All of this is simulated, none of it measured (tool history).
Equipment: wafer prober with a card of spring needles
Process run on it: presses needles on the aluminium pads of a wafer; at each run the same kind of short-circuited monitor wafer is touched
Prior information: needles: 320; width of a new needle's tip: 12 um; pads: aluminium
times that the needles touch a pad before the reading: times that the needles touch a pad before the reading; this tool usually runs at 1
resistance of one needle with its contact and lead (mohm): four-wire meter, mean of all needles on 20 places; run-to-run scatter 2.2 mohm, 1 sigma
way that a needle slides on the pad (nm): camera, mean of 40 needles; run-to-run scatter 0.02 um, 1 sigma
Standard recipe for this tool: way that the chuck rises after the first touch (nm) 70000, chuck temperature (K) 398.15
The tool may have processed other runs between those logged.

run,day,way that the chuck rises after the first touch (nm),chuck temperature (K),times that the needles touch a pad before the reading,resistance of one needle with its contact and lead (mohm),way that a needle slides on the pad (nm)
1,0,70000,398.15,1,254,14040
# day 0.638: tips cleaned on abrasive film
2,1.05,70000,398.15,1,292,14000
# day 1.533: tips cleaned on abrasive film
# day 2.371: tips cleaned on abrasive film
3,2.7,70000,398.15,1,260,13990
# day 3.233: tips cleaned on abrasive film
# day 3.392: tips cleaned on abrasive film, once more
# day 4.246: tips cleaned on abrasive film
4,4.246,70000,398.15,1,239,13940
# day 5.146: tips cleaned on abrasive film
5,5.379,70000,301.15,1,231,13910
# day 6.017: tips cleaned on abrasive film
6,6.612,70000,301.15,1,248,13880
# day 6.862: tips cleaned on abrasive film
# day 7.812: tips cleaned on abrasive film
7,8.438,70000,301.15,1,249,13850
# day 8.671: tips cleaned on abrasive film
# day 9.592: tips cleaned on abrasive film
8,10.242,70000,301.15,1,251,13830
# day 10.508: tips cleaned on abrasive film
# day 11.446: tips cleaned on abrasive film
9,12.075,70000,305.15,1,248,13820
# day 12.362: tips cleaned on abrasive film
# day 13.196: tips cleaned on abrasive film
10,13.679,70000,398.15,2,253,13760
# day 14.079: tips cleaned on abrasive film
11,14.608,84000,398.15,1,267,16610
# day 15.025: tips cleaned on abrasive film
# day 15.854: tips cleaned on abrasive film
12,15.854,70000,398.15,1,241,13750
# day 16.733: tips cleaned on abrasive film
13,16.942,70000,398.15,1,251,13760
# day 17.588: tips cleaned on abrasive film
14,17.75,68000,398.15,1,254,13340
# day 18.538: tips cleaned on abrasive film
# day 19.412: tips cleaned on abrasive film
15,19.412,70000,334.15,1,225,13690
# day 20.279: tips cleaned on abrasive film
# day 20.708: height of the first contact set anew
16,21.058,70000,334.15,1,254,14060
# day 21.212: tips cleaned on abrasive film
# day 22.133: tips cleaned on abrasive film
17,22.212,64000,328.15,1,231,12860
# day 22.975: tips cleaned on abrasive film
18,23.254,61000,341.15,3,233,12250
# day 23.788: tips cleaned on abrasive film
# day 24.708: tips cleaned on abrasive film
19,24.771,53000,398.15,1,253,10620
# day 25.662: tips cleaned on abrasive film
20,25.854,53000,318.15,1,242,10550
# day 26.588: tips cleaned on abrasive film
# day 27.408: tips cleaned on abrasive film
21,27.408,72000,309.15,2,219,14400
# day 28.288: tips cleaned on abrasive film
22,28.908,72000,398.15,1,270,14370

For run 23, what comes out?
# day 29.225: tips cleaned on abrasive film
# day 30.042: tips cleaned on abrasive film
23,30.608,72000,398.15,1,?,?

resistance of one needle with its contact and lead (mohm): 266
way that a needle slides on the pad (nm): 14350
The same run, on a tool lacking any hidden state, would have yielded resistance of one needle with its contact and lead (mohm) 239, way that a needle slides on the pad (nm) 14490.
